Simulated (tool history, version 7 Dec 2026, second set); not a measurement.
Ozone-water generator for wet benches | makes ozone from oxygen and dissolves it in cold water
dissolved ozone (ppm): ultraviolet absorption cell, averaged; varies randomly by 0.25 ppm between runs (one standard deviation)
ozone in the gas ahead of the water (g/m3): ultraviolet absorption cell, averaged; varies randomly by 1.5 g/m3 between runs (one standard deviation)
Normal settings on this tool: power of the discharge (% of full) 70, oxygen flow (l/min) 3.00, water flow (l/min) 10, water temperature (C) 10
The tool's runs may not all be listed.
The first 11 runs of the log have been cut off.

run,hour,power of the discharge (% of full),oxygen flow (l/min),water flow (l/min),water temperature (C),hours of work since the electrodes were changed,hours of work since the contactor was cleaned,hours of work since the thermometer was calibrated,dissolved ozone (ppm),ozone in the gas ahead of the water (g/m3)
12,1744.5,70,3.00,10,18,4978,1292,4466,34.1,274.5
13,1959.7,70,3.00,10,18,5108,1423,4596,34.7,276.0
14,2065.3,70,3.00,10,18,5172,1486,4660,33.8,275.2
# hour 2245.0: water thermometer calibrated
15,2276.9,70,3.00,10,18,5300,1614,19,34.5,280.3
16,2426.4,70,3.00,10,18,5390,1704,110,34.0,277.5
17,2609.1,70,3.00,10,18,5501,1815,220,34.3,277.9
18,2825.0,70,3.00,7,18,5631,1946,351,42.0,276.6
19,3002.8,70,3.00,7,18,5739,2053,458,43.0,278.6
20,3128.1,43,4.31,10,6,5815,2129,534,28.6,158.4
21,3289.3,43,4.31,10,6,5912,2226,632,28.7,161.9
22,3388.6,43,4.31,10,6,5972,2286,692,28.9,160.0
23,3592.4,45,4.31,6,6,6095,2410,815,39.7,167.6
24,3774.8,45,4.31,6,6,6206,2520,925,39.6,164.6
25,3919.9,89,3.39,9,10,6293,2608,1013,49.5,311.6
26,4028.7,89,3.39,9,10,6359,2674,1079,48.8,312.1
27,4191.2,70,3.00,6,10,6457,2772,1177,53.2,279.2
28,4331.3,70,3.00,6,10,6542,2857,1262,52.8,277.2
29,4496.9,97,1.77,7,10,6642,2957,1362,61.8,473.9
30,4703.4,97,1.77,7,10,6767,3082,1487,61.3,474.2
31,4791.9,87,2.42,11,8,6821,3135,1540,42.6,368.8
32,4978.8,87,2.42,11,8,6934,3248,1653,42.1,371.9
33,5189.6,48,3.69,10,11,7061,3376,1781,28.9,189.3

Predict each of these 4 candidate next runs independently; none follows another, all start after run 33:
A,5352.7,46,3.69,8,11,7160,3474,1879,?,?
B,5352.7,83,2.44,10,8,7160,3474,1879,?,?
C,5352.7,48,1.89,12,13,7160,3474,1879,?,?
D,5352.7,48,3.69,13,11,7160,3474,1879,?,?

run,dissolved ozone (ppm),ozone in the gas ahead of the water (g/m3)
A,32.1,184.6
B,44.2,354.7
C,23.4,271.9
D,24.0,190.8
Stripped of hidden state, with their random variation kept, the same runs would have yielded:
run,dissolved ozone (ppm),ozone in the gas ahead of the water (g/m3)
A,32.1,180.9
B,44.3,347.7
C,23.4,266.3
D,24.1,186.9

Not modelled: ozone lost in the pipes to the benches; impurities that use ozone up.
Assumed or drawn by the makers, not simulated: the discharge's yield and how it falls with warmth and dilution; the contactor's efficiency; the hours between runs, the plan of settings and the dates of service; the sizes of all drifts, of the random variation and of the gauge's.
